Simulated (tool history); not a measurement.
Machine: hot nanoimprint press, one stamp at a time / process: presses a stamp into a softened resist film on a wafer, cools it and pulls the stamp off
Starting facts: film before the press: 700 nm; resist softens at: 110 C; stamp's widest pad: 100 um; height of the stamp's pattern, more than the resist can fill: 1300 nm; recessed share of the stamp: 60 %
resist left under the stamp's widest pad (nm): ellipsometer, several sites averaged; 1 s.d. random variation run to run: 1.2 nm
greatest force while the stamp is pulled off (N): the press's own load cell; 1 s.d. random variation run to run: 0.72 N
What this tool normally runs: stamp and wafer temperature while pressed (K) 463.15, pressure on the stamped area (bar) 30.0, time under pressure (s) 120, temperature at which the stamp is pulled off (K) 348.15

| run | hour | stamp and wafer temperature while pressed (K) | pressure on the stamped area (bar) | time under pressure (s) | temperature at which the stamp is pulled off (K) | resist left under the stamp's widest pad (nm) | greatest force while the stamp is pulled off (N) |
|---|---|---|---|---|---|---|---|
| 1 | 0.0 | 463.15 | 30.0 | 120 | 348.15 | 347.4 | 97.6 |
|  | 10.8 | stamp cleaned and given a new release coat |
| 2 | 35.2 | 463.15 | 30.0 | 120 | 341.15 | 348.4 | 116.0 |
| 3 | 79.8 | 463.15 | 30.0 | 120 | 341.15 | 347.4 | 117.3 |
| 4 | 115.6 | 463.15 | 30.0 | 206 | 348.15 | 286.8 | 96.6 |
| 5 | 158.4 | 463.15 | 30.0 | 206 | 348.15 | 285.2 | 96.8 |
| 6 | 194.8 | 463.15 | 30.0 | 206 | 348.15 | 284.6 | 96.9 |
|  | 215.1 | stamp cleaned and given a new release coat |
| 7 | 220.6 | 463.15 | 30.0 | 206 | 348.15 | 285.6 | 96.1 |
| 8 | 240.6 | 463.15 | 30.0 | 206 | 348.15 | 285.3 | 97.6 |
| 9 | 259.7 | 463.15 | 30.0 | 206 | 348.15 | 284.9 | 96.9 |
| 10 | 286.9 | 463.15 | 30.0 | 206 | 348.15 | 286.2 | 98.3 |
| 11 | 309.4 | 463.15 | 30.0 | 206 | 348.15 | 288.5 | 96.2 |
| 12 | 338.3 | 463.15 | 30.0 | 206 | 348.15 | 285.7 | 97.1 |
| 13 | 381.3 | 468.15 | 30.0 | 206 | 348.15 | 233.6 | 97.6 |
| 14 | 407.8 | 468.15 | 30.0 | 206 | 348.15 | 233.9 | 96.3 |
|  | 420.9 | stamp cleaned and given a new release coat |
| 15 | 457.7 | 467.15 | 30.0 | 206 | 348.15 | 242.6 | 96.0 |
| 16 | 479.5 | 467.15 | 30.0 | 206 | 348.15 | 244.7 | 97.5 |
| 17 | 504.5 | 467.15 | 19.1 | 206 | 352.15 | 305.9 | 85.4 |
| 18 | 535.9 | 467.15 | 39.2 | 105 | 352.15 | 277.0 | 84.6 |
| 19 | 567.1 | 456.15 | 39.2 | 105 | 352.15 | 414.5 | 85.0 |
| 20 | 589.1 | 452.15 | 46.4 | 167 | 348.15 | 388.2 | 96.8 |
| 21 | 616.0 | 461.15 | 18.6 | 167 | 348.15 | 409.9 | 96.4 |
|  | 624.7 | stamp cleaned and given a new release coat |
| 22 | 643.9 | 463.15 | 39.9 | 128 | 353.15 | 297.4 | 83.3 |
| 23 | 683.9 | 463.15 | 39.9 | 128 | 353.15 | 296.1 | 82.8 |
| 24 | 728.4 | 471.15 | 30.0 | 120 | 339.15 | 261.5 | 121.6 |
| 25 | 766.4 | 463.15 | 30.0 | 68 | 348.15 | 416.2 | 95.5 |
| 26 | 794.7 | 463.15 | 30.0 | 68 | 348.15 | 418.2 | 96.3 |
|  | 815.4 | plate thermocouple calibrated |
|  | 833.6 | stamp cleaned and given a new release coat |
|  | 847.2 | press's hydraulic seals changed and the load cell set to zero |
| 27 | 852.0 | 452.15 | 30.0 | 232 | 348.15 | 419.1 | 95.5 |
| 28 | 895.5 | 452.15 | 30.0 | 232 | 348.15 | 418.7 | 96.7 |
| 29 | 927.0 | 452.15 | 30.0 | 232 | 348.15 | 420.5 | 96.8 |
| 30 | 961.3 | 452.15 | 30.0 | 232 | 348.15 | 419.3 | 97.0 |
| 31 | 986.3 | 458.15 | 34.5 | 232 | 348.15 | 309.9 | 98.0 |

Here are 3 independent what-if runs from the current tool condition. What would each one return?
| A | 1011.0 | 463.15 | 30.0 | 120 | 337.15 | ? | ? |
| B | 1011.0 | 454.15 | 30.0 | 206 | 348.15 | ? | ? |
| C | 1011.0 | 463.15 | 30.0 | 77 | 348.15 | ? | ? |

| run | resist left under the stamp's widest pad (nm) | greatest force while the stamp is pulled off (N) |
|---|---|---|
| A | 348.7 | 127.7 |
| B | 400.8 | 96.7 |
| C | 399.5 | 97.5 |
Without the tool's unlogged condition, the same runs would have read:
| run | resist left under the stamp's widest pad (nm) | greatest force while the stamp is pulled off (N) |
|---|---|---|
| A | 348.9 | 127.1 |
| B | 401.1 | 96.3 |
| C | 399.8 | 97.1 |
